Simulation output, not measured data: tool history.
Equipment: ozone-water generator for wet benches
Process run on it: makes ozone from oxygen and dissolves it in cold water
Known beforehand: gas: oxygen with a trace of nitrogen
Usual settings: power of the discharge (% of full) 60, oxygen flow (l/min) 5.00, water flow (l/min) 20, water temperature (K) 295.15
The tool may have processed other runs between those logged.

run    hour  power of the discharge (% of full)  oxygen flow (l/min)  water flow (l/min)  water temperature (K)  dissolved ozone (ppm)  ozone in the gas ahead of the water (g/m3)
  1     0.0                                  60                 5.00                  20                 295.15                   22.3                                       229.3
  2   145.7                                  60                 5.00                  20                 293.15                   22.8                                       227.7
  3   308.1                                  60                 5.00                  20                 295.15                   21.9                                       229.7
  4   434.8                                  60                 5.00                  20                 292.15                   23.3                                       227.1
  5   606.2                                  60                 5.00                  20                 292.15                   23.4                                       229.3
  6   748.8                                 100                 5.00                  20                 295.15                   31.3                                       322.1
  7   893.4                                  60                 5.00                  13                 295.15                   29.8                                       228.1
  8   987.7                                  60                 5.00                  13                 295.15                   29.8                                       226.6
  9  1085.0                                  60                 5.00                  20                 295.15                   22.4                                       227.8
 10  1198.4                                  60                 5.00                  20                 295.15                   22.2                                       227.1
 11  1377.7                                  60                 5.00                  20                 295.15                   22.3                                       225.6
 12  1470.3                                  60                 5.00                  20                 295.15                   22.4                                       226.1
 13  1634.8                                  60                 5.00                  17                 295.15                   25.1                                       227.3
 14  1803.4                                  60                 5.00                  17                 294.15                   25.1                                       230.3
 15  1893.3                                  60                 5.00                  17                 294.15                   25.4                                       228.6
 16  1996.5                                  60                 5.00                  17                 294.15                   25.6                                       227.9
 17  2157.3                                  60                 3.25                  20                 295.15                   21.9                                       288.4
 18  2335.6                                  79                 5.00                  31                 295.15                   18.5                                       275.6
 19  2455.4                                  71                 6.87                  16                 293.15                   29.4                                       213.6
 20  2546.2                                  71                 6.87                  16                 293.15                   29.1                                       217.0
 21  2676.8                                  51                 5.00                  20                 295.15                   20.2                                       206.2
 22  2828.5                                  51                 8.48                  13                 295.15                   24.7                                       156.3
 23  2983.6                                  90                 4.13                  14                 296.15                   37.1                                       331.5
 24  3058.4                                  46                 3.15                  24                 301.15                   14.4                                       244.3
 25  3132.6                                  60                 5.00                  17                 295.15                   25.1                                       226.9
 26  3262.1                                  68                 5.00                  17                 295.15                   27.3                                       249.2
 27  3441.6                                  68                 5.00                  17                 295.15                   27.1                                       247.3
 28  3588.3                                  68                 5.00                  17                 295.15                   27.2                                       246.8
 29  3740.2                                  68                 3.05                  17                 296.15                   26.9                                       324.0
 30  3836.8                                  42                 6.96                  20                 296.15                   17.0                                       150.6
 31  3933.2                                  78                 6.96                  20                 296.15                   25.5                                       227.8
 32  4077.3                                  48                 6.96                  29                 296.15                   14.0                                       166.0
 33  4176.9                                  48                 6.96                  29                 296.15                   14.2                                       164.8

Not shown here: 1 entry made in the log between runs. Locate each between two listed runs and compare the hidden state at the listed run before it with the hidden state at the listed run after it:
In the gap between runs 31 and 32: contactor cleaned (hour 3966.7)
  contactor's efficiency, % of a clean one's: 99.9 -> 100
